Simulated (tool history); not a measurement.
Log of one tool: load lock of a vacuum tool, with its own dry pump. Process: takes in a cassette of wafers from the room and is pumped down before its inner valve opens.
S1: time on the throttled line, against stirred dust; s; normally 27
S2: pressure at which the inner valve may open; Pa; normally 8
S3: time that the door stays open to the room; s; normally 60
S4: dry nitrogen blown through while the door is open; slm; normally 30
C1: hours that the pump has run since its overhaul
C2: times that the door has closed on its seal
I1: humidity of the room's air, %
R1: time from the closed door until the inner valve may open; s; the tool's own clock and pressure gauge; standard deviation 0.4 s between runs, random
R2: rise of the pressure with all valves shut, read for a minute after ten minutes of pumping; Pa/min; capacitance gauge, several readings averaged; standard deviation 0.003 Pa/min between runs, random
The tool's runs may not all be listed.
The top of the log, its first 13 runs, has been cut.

| run | hour | S1 | S2 | S3 | S4 | C1 | C2 | I1 | R1 | R2 |
|---|---|---|---|---|---|---|---|---|---|---|
| 14 | 1466.8 | 27 | 8 | 214 | 30 | 5679 | 18539 | 43.5 | 51.0 | 0.178 |
| 15 | 1633.8 | 27 | 8 | 214 | 30 | 5846 | 19219 | 47.7 | 50.4 | 0.195 |
| 16 | 1726.9 | 23 | 8 | 214 | 30 | 5939 | 19599 | 44.9 | 46.4 | 0.197 |
| 17 | 1856.4 | 23 | 8 | 214 | 30 | 6069 | 20127 | 44.1 | 47.3 | 0.202 |
| 18 | 1935.8 | 23 | 8 | 214 | 30 | 6148 | 20450 | 46.6 | 47.6 | 0.202 |
| 19 | 2018.1 | 23 | 8 | 214 | 30 | 6231 | 20785 | 46.2 | 47.4 | 0.208 |
| 20 | 2181.9 | 23 | 8 | 214 | 30 | 6394 | 21452 | 44.3 | 47.1 | 0.214 |
| 21 | 2267.7 | 23 | 8 | 214 | 30 | 6480 | 21802 | 43.8 | 46.9 | 0.224 |
| 22 | 2353.5 | 23 | 8 | 214 | 30 | 6566 | 22151 | 46.7 | 47.9 | 0.226 |
| 23 | 2476.5 | 23 | 8 | 214 | 30 | 6689 | 22652 | 47.6 | 47.4 | 0.230 |
| 24 | 2636.2 | 27 | 8 | 84 | 30 | 6849 | 23303 | 47.5 | 49.9 | 0.225 |
| 25 | 2738.0 | 40 | 12 | 60 | 30 | 6950 | 23718 | 45.8 | 60.2 | 0.224 |
| 26 | 2900.2 | 27 | 11 | 127 | 30 | 7113 | 24379 | 41.3 | 49.5 | 0.242 |
| 27 | 3041.7 | 27 | 11 | 127 | 30 | 7254 | 24955 | 50.5 | 49.6 | 0.262 |
| 28 | 3206.1 | 27 | 11 | 127 | 30 | 7419 | 25624 | 41.3 | 49.6 | 0.263 |
| 29 | 3276.1 | 34 | 11 | 41 | 26 | 7489 | 25910 | 43.2 | 55.4 | 0.262 |
| 30 | 3412.2 | 34 | 11 | 41 | 26 | 7625 | 26464 | 48.0 | 55.9 | 0.263 |
| 31 | 3510.7 | 27 | 8 | 33 | 30 | 7723 | 26865 | 41.6 | 51.5 | 0.263 |
| 32 | 3639.7 | 27 | 8 | 33 | 30 | 7852 | 27391 | 44.4 | 51.5 | 0.278 |
| 33 | 3768.7 | 27 | 8 | 33 | 30 | 7981 | 27916 | 46.6 | 51.2 | 0.287 |
| 34 | 3928.7 | 27 | 8 | 33 | 30 | 8141 | 28568 | 44.9 | 51.3 | 0.291 |
| 35 | 4091.9 | 27 | 8 | 33 | 30 | 8304 | 29233 | 45.0 | 50.8 | 0.297 |
| 36 | 4238.1 | 27 | 8 | 33 | 30 | 8451 | 29829 | 42.1 | 50.4 | 0.316 |

Each row is a separate what-if for the run after 36, all from the same tool condition, not one after another. Results?
| A | 4405.1 | 27 | 8 | 60 | 13 | 8618 | 30509 | 45.4 | ? | ? |
| B | 4405.1 | 35 | 8 | 33 | 23 | 8618 | 30509 | 45.9 | ? | ? |
| C | 4405.1 | 20 | 10 | 105 | 30 | 8618 | 30509 | 42.6 | ? | ? |
| D | 4405.1 | 27 | 9 | 28 | 27 | 8618 | 30509 | 43.4 | ? | ? |

| run | R1 | R2 |
|---|---|---|
| A | 51.7 | 0.339 |
| B | 57.8 | 0.332 |
| C | 44.8 | 0.338 |
| D | 50.0 | 0.326 |
Without the tool's hidden state the same runs would have given:
| run | R1 | R2 |
|---|---|---|
| A | 49.3 | 0.027 |
| B | 55.6 | 0.018 |
| C | 42.2 | 0.022 |
| D | 47.6 | 0.015 |
